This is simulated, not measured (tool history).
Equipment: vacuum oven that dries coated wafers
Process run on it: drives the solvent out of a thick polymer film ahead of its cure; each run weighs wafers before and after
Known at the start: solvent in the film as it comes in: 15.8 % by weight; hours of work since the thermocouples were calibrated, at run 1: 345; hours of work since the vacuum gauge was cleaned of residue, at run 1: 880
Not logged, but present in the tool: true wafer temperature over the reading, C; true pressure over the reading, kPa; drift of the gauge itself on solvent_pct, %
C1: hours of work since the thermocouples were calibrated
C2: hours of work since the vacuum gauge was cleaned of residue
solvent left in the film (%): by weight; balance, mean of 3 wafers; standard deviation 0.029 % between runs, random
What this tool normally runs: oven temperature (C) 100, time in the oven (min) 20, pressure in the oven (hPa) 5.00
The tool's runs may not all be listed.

Run 1, hour 0.0: usual settings; C1 345; C2 880. Result: solvent left in the film (%) 1.00.
Run 2, hour 24.2: usual settings but oven temperature (C) 105; C1 359; C2 894. Result: solvent left in the film (%) 0.60.
Run 3, hour 48.1: usual settings but oven temperature (C) 105; C1 373; C2 908. Result: solvent left in the film (%) 0.63.
Run 4, hour 75.2: usual settings but oven temperature (C) 105; C1 389; C2 924. Result: solvent left in the film (%) 0.60.
Run 5, hour 132.0: usual settings but time in the oven (min) 15; C1 423; C2 958. Result: solvent left in the film (%) 1.82.
Run 6, hour 176.4: usual settings; C1 449; C2 984. Result: solvent left in the film (%) 1.03.
Run 7, hour 226.0: usual settings; C1 479; C2 1013. Result: solvent left in the film (%) 1.02.
Run 8, hour 275.6: usual settings; C1 508; C2 1043. Result: solvent left in the film (%) 1.02.
Run 9, hour 325.9: usual settings; C1 538; C2 1072. Result: solvent left in the film (%) 1.08.
Run 10, hour 371.5: usual settings but oven temperature (C) 95; C1 565; C2 1099. Result: solvent left in the film (%) 1.61.
Run 11, hour 406.8: usual settings but oven temperature (C) 95; C1 586; C2 1120. Result: solvent left in the film (%) 1.62.
Run 12, hour 442.6: usual settings; C1 607; C2 1142. Result: solvent left in the film (%) 1.10.
Run 13, hour 490.8: usual settings; C1 635; C2 1170. Result: solvent left in the film (%) 1.01.
Run 14, hour 540.4: usual settings; C1 665; C2 1199. Result: solvent left in the film (%) 1.04.
At hour 547.8: oven's thermocouples calibrated.
Run 15, hour 601.2: usual settings; C1 32; C2 1234. Result: solvent left in the film (%) 1.09.
Run 16, hour 639.2: usual settings; C1 54; C2 1257. Result: solvent left in the film (%) 1.12.
Run 17, hour 693.2: usual settings; C1 86; C2 1289. Result: solvent left in the film (%) 1.13.
Run 18, hour 727.5: usual settings; C1 106; C2 1309. Result: solvent left in the film (%) 1.12.
At hour 746.8: oven's thermocouples calibrated, once more.
Run 19, hour 779.4: usual settings; C1 19; C2 1338. Result: solvent left in the film (%) 0.99.
Run 20, hour 826.4: usual settings but oven temperature (C) 90; C1 47; C2 1366. Result: solvent left in the film (%) 2.30.
Run 21, hour 861.4: usual settings but oven temperature (C) 90; C1 68; C2 1387. Result: solvent left in the film (%) 2.35.
Run 22, hour 899.1: usual settings but oven temperature (C) 114; C1 90; C2 1409. Result: solvent left in the film (%) 0.24.
Run 23, hour 923.7: usual settings but oven temperature (C) 114; C1 105; C2 1424. Result: solvent left in the film (%) 0.28.
Run 24, hour 974.3: usual settings but oven temperature (C) 114; C1 135; C2 1454. Result: solvent left in the film (%) 0.23.
Run 25, hour 1017.4: usual settings but time in the oven (min) 30; C1 160; C2 1479. Result: solvent left in the film (%) 0.48.
Run 26, hour 1046.1: usual settings but time in the oven (min) 30; C1 177; C2 1496. Result: solvent left in the film (%) 0.42.
Run 27, hour 1094.4: usual settings but time in the oven (min) 23; C1 206; C2 1525. Result: solvent left in the film (%) 0.76.
Run 28, hour 1151.6: usual settings but time in the oven (min) 23; C1 240; C2 1559. Result: solvent left in the film (%) 0.81.
Run 29, hour 1208.7: usual settings but oven temperature (C) 88, time in the oven (min) 27, pressure in the oven (hPa) 12.76; C1 273; C2 1593. Result: solvent left in the film (%) 1.88.
Run 30, hour 1239.3: usual settings but oven temperature (C) 88, time in the oven (min) 27, pressure in the oven (hPa) 12.76; C1 291; C2 1611. Result: solvent left in the film (%) 1.90.
Run 31, hour 1288.7: usual settings but oven temperature (C) 103, time in the oven (min) 27, pressure in the oven (hPa) 12.76; C1 321; C2 1640. Result: solvent left in the film (%) 0.53.
Run 32, hour 1319.3: usual settings but oven temperature (C) 103, time in the oven (min) 10, pressure in the oven (hPa) 11.11; C1 339; C2 1658. Result: solvent left in the film (%) 3.09.
Run 33, hour 1349.5: usual settings but time in the oven (min) 23; C1 357; C2 1676. Result: solvent left in the film (%) 0.77.
Run 34, hour 1393.9: usual settings but oven temperature (C) 103, pressure in the oven (hPa) 5.50; C1 383; C2 1702. Result: solvent left in the film (%) 0.84.
Run 35, hour 1441.4: usual settings but time in the oven (min) 17, pressure in the oven (hPa) 4.89; C1 411; C2 1730. Result: solvent left in the film (%) 1.51.
Run 36, hour 1486.0: usual settings but oven temperature (C) 111, time in the oven (min) 24, pressure in the oven (hPa) 16.30; C1 438; C2 1757. Result: solvent left in the film (%) 0.41.
Run 37, hour 1530.0: usual settings but oven temperature (C) 111, time in the oven (min) 24, pressure in the oven (hPa) 16.30; C1 464; C2 1783. Result: solvent left in the film (%) 0.45.
Run 38, hour 1578.1: usual settings but oven temperature (C) 111, time in the oven (min) 24, pressure in the oven (hPa) 16.30; C1 492; C2 1811. Result: solvent left in the film (%) 0.42.
Run 39, hour 1608.9: usual settings but oven temperature (C) 87, pressure in the oven (hPa) 17.45; C1 510; C2 1829. Result: solvent left in the film (%) 3.30.
Run 40, hour 1653.6: usual settings but oven temperature (C) 87, time in the oven (min) 30, pressure in the oven (hPa) 5.92; C1 537; C2 1856. Result: solvent left in the film (%) 1.64.
Run 41, hour 1705.5: usual settings but oven temperature (C) 87, pressure in the oven (hPa) 8.63; C1 567; C2 1887. Result: solvent left in the film (%) 3.10.
Run 42, hour 1730.9: usual settings but oven temperature (C) 98, time in the oven (min) 22, pressure in the oven (hPa) 4.86; C1 582; C2 1902. Result: solvent left in the film (%) 1.08.
Run 43, hour 1765.8: usual settings but oven temperature (C) 98, time in the oven (min) 22, pressure in the oven (hPa) 4.86; C1 603; C2 1922. Result: solvent left in the film (%) 1.11.
Run 44, hour 1817.1: usual settings but oven temperature (C) 87, time in the oven (min) 11, pressure in the oven (hPa) 3.66; C1 633; C2 1953. Result: solvent left in the film (%) 5.72.
Run 45, hour 1857.2: usual settings but oven temperature (C) 105, time in the oven (min) 12, pressure in the oven (hPa) 6.62; C1 657; C2 1976. Result: solvent left in the film (%) 2.05.
Run 46, hour 1900.2: usual settings but time in the oven (min) 28, pressure in the oven (hPa) 13.10; C1 683; C2 2002. Result: solvent left in the film (%) 0.69.
Run 47, hour 1934.6: usual settings but time in the oven (min) 28, pressure in the oven (hPa) 13.10; C1 703; C2 2022. Result: solvent left in the film (%) 0.77.

For some of the steps in solvent left in the film (%) from one run to the next: how much would appear even if the tool had no hidden state, given the settings, what came in and random variation, and how much remains for the hidden state plus any gauge scatter that the measured result and the result without hidden state don't share?
Run 30 -> 31: oven temperature (C) 88 -> 103. solvent left in the film (%) -1.37: hidden state -0.14, all else -1.23.
Run 38 -> 39: oven temperature (C) 111 -> 87, time in the oven (min) 24 -> 20, pressure in the oven (hPa) 16.30 -> 17.45. solvent left in the film (%) +2.88: hidden state +0.24, all else +2.64.
Run 41 -> 42: oven temperature (C) 87 -> 98, time in the oven (min) 20 -> 22, pressure in the oven (hPa) 8.63 -> 4.86. solvent left in the film (%) -2.02: hidden state -0.13, all else -1.89.
Run 43 -> 44: oven temperature (C) 98 -> 87, time in the oven (min) 22 -> 11, pressure in the oven (hPa) 4.86 -> 3.66. solvent left in the film (%) +4.61: hidden state +0.13, all else +4.48.
Run 44 -> 45: oven temperature (C) 87 -> 105, time in the oven (min) 11 -> 12, pressure in the oven (hPa) 3.66 -> 6.62. solvent left in the film (%) -3.67: hidden state -0.11, all else -3.56.
